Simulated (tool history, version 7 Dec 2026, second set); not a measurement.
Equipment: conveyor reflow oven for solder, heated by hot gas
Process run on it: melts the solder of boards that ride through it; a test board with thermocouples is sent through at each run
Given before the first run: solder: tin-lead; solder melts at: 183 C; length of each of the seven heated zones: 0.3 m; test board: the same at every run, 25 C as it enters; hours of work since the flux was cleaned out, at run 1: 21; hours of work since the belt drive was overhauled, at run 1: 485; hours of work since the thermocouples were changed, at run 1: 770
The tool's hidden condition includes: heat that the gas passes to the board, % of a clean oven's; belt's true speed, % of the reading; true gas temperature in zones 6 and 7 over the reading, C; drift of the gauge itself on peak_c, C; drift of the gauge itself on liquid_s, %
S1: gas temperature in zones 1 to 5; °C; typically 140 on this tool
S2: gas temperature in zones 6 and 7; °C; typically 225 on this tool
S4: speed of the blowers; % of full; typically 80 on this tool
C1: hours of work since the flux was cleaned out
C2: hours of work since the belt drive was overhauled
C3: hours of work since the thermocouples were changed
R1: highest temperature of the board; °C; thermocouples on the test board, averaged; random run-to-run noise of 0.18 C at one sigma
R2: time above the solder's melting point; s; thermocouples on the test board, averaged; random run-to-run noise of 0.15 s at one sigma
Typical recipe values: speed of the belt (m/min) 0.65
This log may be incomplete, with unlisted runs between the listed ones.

run 1 day=0 | S1=140 S2=225 speed_of_the_belt_(m/min)=0.65 S4=80 | C1=21 C2=485 C3=770 | R1=211.9 R2=39.2
run 2 day=2.054 | S1=140 S2=225 speed_of_the_belt_(m/min)=0.65 S4=80 | C1=55 C2=520 C3=804 | R1=211.8 R2=38.9
run 3 day=3.846 | S1=140 S2=225 speed_of_the_belt_(m/min)=0.65 S4=80 | C1=85 C2=549 C3=834 | R1=211.1 R2=39
run 4 day=5.546 | S1=140 S2=225 speed_of_the_belt_(m/min)=0.65 S4=80 | C1=113 C2=578 C3=862 | R1=211.7 R2=38.6
run 5 day=6.912 | S1=140 S2=225 speed_of_the_belt_(m/min)=0.65 S4=80 | C1=136 C2=600 C3=885 | R1=211.3 R2=38.6
run 6 day=8.467 | S1=140 S2=225 speed_of_the_belt_(m/min)=0.65 S4=80 | C1=162 C2=626 C3=911 | R1=211.2 R2=38.7
run 7 day=9.796 | S1=151 S2=225 speed_of_the_belt_(m/min)=0.65 S4=80 | C1=184 C2=648 C3=933 | R1=213.2 R2=43.2
run 8 day=11.083 | S1=151 S2=225 speed_of_the_belt_(m/min)=0.65 S4=80 | C1=205 C2=670 C3=954 | R1=213.2 R2=43.1
run 9 day=12.404 | S1=151 S2=225 speed_of_the_belt_(m/min)=0.65 S4=80 | C1=227 C2=692 C3=976 | R1=213.3 R2=43.4
run 10 day=13.908 | S1=151 S2=225 speed_of_the_belt_(m/min)=0.65 S4=80 | C1=252 C2=717 C3=1001 | R1=212.9 R2=43.4
run 11 day=16.15 | S1=140 S2=225 speed_of_the_belt_(m/min)=0.65 S4=80 | C1=289 C2=754 C3=1039 | R1=210.3 R2=38.3
run 12 day=17.488 | S1=140 S2=225 speed_of_the_belt_(m/min)=0.65 S4=80 | C1=312 C2=776 C3=1061 | R1=210.8 R2=38.1
run 13 day=18.75 | S1=151 S2=225 speed_of_the_belt_(m/min)=0.65 S4=80 | C1=333 C2=797 C3=1082 | R1=212.6 R2=42.9
run 14 day=20.708 | S1=145 S2=225 speed_of_the_belt_(m/min)=0.544 S4=80 | C1=365 C2=830 C3=1115 | R1=215.8 R2=52.3
run 15 day=23.038 | S1=152 S2=225 speed_of_the_belt_(m/min)=0.619 S4=58 | C1=404 C2=869 C3=1153 | R1=210.7 R2=43.9
run 16 day=24.342 | S1=129 S2=217 speed_of_the_belt_(m/min)=0.54 S4=76 | C1=426 C2=890 C3=1175 | R1=206 R2=39.9
run 17 day=26.254 | S1=135 S2=225 speed_of_the_belt_(m/min)=0.645 S4=56 | C1=458 C2=922 C3=1207 | R1=205.1 R2=31.8
run 18 day=28.408 | S1=135 S2=225 speed_of_the_belt_(m/min)=0.645 S4=56 | C1=493 C2=958 C3=1243 | R1=204.9 R2=31.5
-- day=29.067 flux residue cleaned out of gas plates and filters
run 19 day=30.338 | S1=141 S2=220 speed_of_the_belt_(m/min)=0.626 S4=76 | C1=21 C2=987 C3=1271 | R1=209.5 R2=39.8
run 20 day=31.871 | S1=141 S2=231 speed_of_the_belt_(m/min)=0.626 S4=86 | C1=47 C2=1012 C3=1297 | R1=220.2 R2=46.2
-- day=32.867 thermocouples of zones 6 and 7 changed
run 21 day=33.692 | S1=141 S2=237 speed_of_the_belt_(m/min)=0.576 S4=86 | C1=76 C2=1041 C3=14 | R1=225.2 R2=53.5
run 22 day=34.829 | S1=141 S2=237 speed_of_the_belt_(m/min)=0.576 S4=86 | C1=95 C2=1060 C3=33 | R1=224.7 R2=53.3
run 23 day=37.025 | S1=141 S2=220 speed_of_the_belt_(m/min)=0.576 S4=86 | C1=131 C2=1097 C3=69 | R1=209.4 R2=44.2
run 24 day=39.354 | S1=145 S2=216 speed_of_the_belt_(m/min)=0.576 S4=67 | C1=170 C2=1135 C3=108 | R1=204.4 R2=40.5
run 25 day=40.683 | S1=145 S2=216 speed_of_the_belt_(m/min)=0.576 S4=67 | C1=192 C2=1158 C3=130 | R1=204.2 R2=40.6

Forecast each of these 4 alternatives for the next run:
run A day=42.058 | S1=140 S2=225 speed_of_the_belt_(m/min)=0.702 S4=69 | C1=215 C2=1180 C3=153 | R1=? R2=?
run B day=42.058 | S1=150 S2=216 speed_of_the_belt_(m/min)=0.708 S4=67 | C1=215 C2=1180 C3=153 | R1=? R2=?
run C day=42.058 | S1=145 S2=216 speed_of_the_belt_(m/min)=0.689 S4=67 | C1=215 C2=1180 C3=153 | R1=? R2=?
run D day=42.058 | S1=145 S2=216 speed_of_the_belt_(m/min)=0.599 S4=67 | C1=215 C2=1180 C3=153 | R1=? R2=?

run=A R1=205.8 R2=31.3
run=B R1=199.9 R2=29
run=C R1=199.7 R2=28
run=D R1=203.3 R2=37.8
Without the tool's hidden state the same runs would have given:
run=A R1=206.7 R2=31.7
run=B R1=200.6 R2=29.5
run=C R1=200.4 R2=28.6
run=D R1=203.9 R2=38.1

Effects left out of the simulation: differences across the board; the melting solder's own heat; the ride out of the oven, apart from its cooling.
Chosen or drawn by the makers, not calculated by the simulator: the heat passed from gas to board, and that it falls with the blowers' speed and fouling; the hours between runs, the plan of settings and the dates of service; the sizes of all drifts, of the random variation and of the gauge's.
